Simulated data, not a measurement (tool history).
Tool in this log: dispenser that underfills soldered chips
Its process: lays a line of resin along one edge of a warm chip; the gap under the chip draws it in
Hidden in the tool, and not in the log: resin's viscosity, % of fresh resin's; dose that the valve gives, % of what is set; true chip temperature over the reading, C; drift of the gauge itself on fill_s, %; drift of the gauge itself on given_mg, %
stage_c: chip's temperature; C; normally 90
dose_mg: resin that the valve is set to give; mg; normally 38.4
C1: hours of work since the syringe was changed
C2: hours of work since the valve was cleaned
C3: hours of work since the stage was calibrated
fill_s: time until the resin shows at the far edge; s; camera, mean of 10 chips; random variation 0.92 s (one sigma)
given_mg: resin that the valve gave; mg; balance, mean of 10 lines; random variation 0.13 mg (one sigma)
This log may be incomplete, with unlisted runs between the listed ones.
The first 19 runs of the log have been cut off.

run 20 hour=83.4 | stage_c=97 dose_mg=49.4 | C1=5 C2=3 C3=91 | fill_s=92.6 given_mg=49.08
-- hour=84.7 new syringe of resin
run 21 hour=86.6 | stage_c=95 dose_mg=36.4 | C1=1 C2=5 C3=93 | fill_s=78.3 given_mg=36.34
run 22 hour=89.1 | stage_c=96 dose_mg=38.4 | C1=3 C2=7 C3=95 | fill_s=84.1 given_mg=38.06
run 23 hour=92.6 | stage_c=96 dose_mg=38.4 | C1=5 C2=9 C3=97 | fill_s=101.1 given_mg=38.31
-- hour=93.3 new syringe of resin
run 24 hour=98.2 | stage_c=92 dose_mg=41.5 | C1=3 C2=12 C3=100 | fill_s=104.3 given_mg=40.9
run 25 hour=100.9 | stage_c=104 dose_mg=47.4 | C1=5 C2=14 C3=102 | fill_s=71.6 given_mg=46.95
-- hour=101.9 new syringe of resin
run 26 hour=104.2 | stage_c=80 dose_mg=47.5 | C1=1 C2=16 C3=104 | fill_s=144.9 given_mg=46.89
run 27 hour=107 | stage_c=83 dose_mg=46.8 | C1=3 C2=18 C3=106 | fill_s=146.8 given_mg=46.28
-- hour=110.8 new syringe of resin
run 28 hour=112.7 | stage_c=83 dose_mg=46.8 | C1=1 C2=22 C3=110 | fill_s=124.7 given_mg=45.83
run 29 hour=116.1 | stage_c=89 dose_mg=48.4 | C1=3 C2=24 C3=112 | fill_s=115.6 given_mg=47.83

What does the tool deliver on the next run?
-- hour=119.5 new syringe of resin
run 30 hour=122 | stage_c=89 dose_mg=48.4 | C1=2 C2=27 C3=115 | fill_s=? given_mg=?

{"run 30": {"fill_s": 100.3, "given_mg": 47.46}}
The same run, on a tool lacking any hidden state, would have yielded fill_s 89.1 s, given_mg 48.42 mg.
